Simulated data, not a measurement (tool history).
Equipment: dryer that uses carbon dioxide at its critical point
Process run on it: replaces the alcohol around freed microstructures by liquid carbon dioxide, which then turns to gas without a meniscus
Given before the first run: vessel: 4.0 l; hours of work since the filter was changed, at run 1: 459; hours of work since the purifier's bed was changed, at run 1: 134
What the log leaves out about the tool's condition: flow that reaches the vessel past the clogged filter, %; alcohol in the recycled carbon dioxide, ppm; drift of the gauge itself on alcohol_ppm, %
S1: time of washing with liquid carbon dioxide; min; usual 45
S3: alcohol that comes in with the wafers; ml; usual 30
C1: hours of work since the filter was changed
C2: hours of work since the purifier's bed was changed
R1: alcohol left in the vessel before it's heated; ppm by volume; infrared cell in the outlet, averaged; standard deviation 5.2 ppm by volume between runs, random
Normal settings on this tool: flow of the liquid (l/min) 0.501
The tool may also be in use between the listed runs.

run 1 hour=0 | S1=45 flow_of_the_liquid_(l/min)=0.501 S3=30 | C1=459 C2=134 | R1=146
run 2 hour=17.9 | S1=45 flow_of_the_liquid_(l/min)=0.501 S3=30 | C1=467 C2=141 | R1=154
run 3 hour=31.7 | S1=45 flow_of_the_liquid_(l/min)=0.501 S3=30 | C1=473 C2=147 | R1=151
run 4 hour=42.4 | S1=45 flow_of_the_liquid_(l/min)=0.501 S3=30 | C1=477 C2=152 | R1=148
run 5 hour=56 | S1=45 flow_of_the_liquid_(l/min)=0.501 S3=30 | C1=483 C2=157 | R1=151
run 6 hour=73.7 | S1=45 flow_of_the_liquid_(l/min)=0.501 S3=30 | C1=490 C2=165 | R1=146
run 7 hour=87.1 | S1=53 flow_of_the_liquid_(l/min)=0.501 S3=30 | C1=496 C2=171 | R1=88
run 8 hour=97.8 | S1=69 flow_of_the_liquid_(l/min)=0.501 S3=30 | C1=501 C2=175 | R1=29
run 9 hour=108.4 | S1=69 flow_of_the_liquid_(l/min)=0.501 S3=30 | C1=505 C2=180 | R1=29
run 10 hour=121.1 | S1=51 flow_of_the_liquid_(l/min)=0.338 S3=23 | C1=511 C2=185 | R1=304
run 11 hour=133.7 | S1=51 flow_of_the_liquid_(l/min)=0.338 S3=23 | C1=516 C2=191 | R1=283
run 12 hour=146.9 | S1=51 flow_of_the_liquid_(l/min)=0.338 S3=66 | C1=522 C2=196 | R1=803
run 13 hour=157.1 | S1=51 flow_of_the_liquid_(l/min)=0.338 S3=66 | C1=526 C2=201 | R1=790
-- hour=165.3 inlet filter changed
run 14 hour=167 | S1=40 flow_of_the_liquid_(l/min)=0.564 S3=21 | C1=1 C2=204 | R1=79
run 15 hour=185.1 | S1=40 flow_of_the_liquid_(l/min)=0.564 S3=21 | C1=8 C2=212 | R1=93

Forecast each of these 4 alternatives for the next run:
run A hour=200.3 | S1=30 flow_of_the_liquid_(l/min)=0.392 S3=30 | C1=15 C2=218 | R1=?
run B hour=200.3 | S1=64 flow_of_the_liquid_(l/min)=0.416 S3=30 | C1=15 C2=218 | R1=?
run C hour=200.3 | S1=40 flow_of_the_liquid_(l/min)=0.499 S3=114 | C1=15 C2=218 | R1=?
run D hour=200.3 | S1=30 flow_of_the_liquid_(l/min)=0.337 S3=85 | C1=15 C2=218 | R1=?

run=A R1=764
run=B R1=57
run=C R1=578
run=D R1=2956
What these runs would have given with no unlogged condition in the tool:
run=A R1=739
run=B R1=42
run=C R1=550
run=D R1=2903
